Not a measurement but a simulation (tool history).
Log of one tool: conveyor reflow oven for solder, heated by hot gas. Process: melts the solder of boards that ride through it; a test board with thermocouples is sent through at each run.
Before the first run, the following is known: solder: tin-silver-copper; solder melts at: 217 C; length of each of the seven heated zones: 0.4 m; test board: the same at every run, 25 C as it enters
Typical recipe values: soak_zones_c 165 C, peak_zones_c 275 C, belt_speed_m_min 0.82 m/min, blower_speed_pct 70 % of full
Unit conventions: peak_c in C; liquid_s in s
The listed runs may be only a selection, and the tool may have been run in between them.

run   hour  soak_zones_c  peak_zones_c  belt_speed_m_min  blower_speed_pct  peak_c  liquid_s
  1      0           165           275              0.82                70   259.2      45.4
  2   41.2           165           275              0.82                70     259      44.9
  3     77           165           275              0.82                70   259.1      45.2
  4  110.9           165           275              0.82                70   259.3      45.3
  5  154.8           165           275              0.82                70     259      45.2
  6  178.9           165           275              0.82                70   259.1      45.3
  7  200.9           165           287              0.82                70   269.9      49.9
  8    243           165           275              0.82                71   259.3      45.2
  9  280.5           165           275              0.82                71   259.3      45.2
 10  300.1           165           275              0.82                71     259      45.7
 11  347.6           165           275              0.82                71   258.9      45.4
 12    394           165           275              0.82                72   258.9      45.3
 13  413.5           165           275              0.82                72   259.5      45.5
     418.6  -- thermocouples of zones 6 and 7 changed
 14  447.1           166           275              0.82                72   259.3      45.7
 15  471.2           166           275              0.82                72   259.3      45.7

Forecast run 16:
 16  497.4           156           275             0.811                70       ?         ?

For run 16 the tool returned peak_c 257.8 C, liquid_s 43.1 s.
With the hidden condition absent and the run-to-run variation left alone, this run would have shown peak_c 257.9 C, liquid_s 43.1 s.
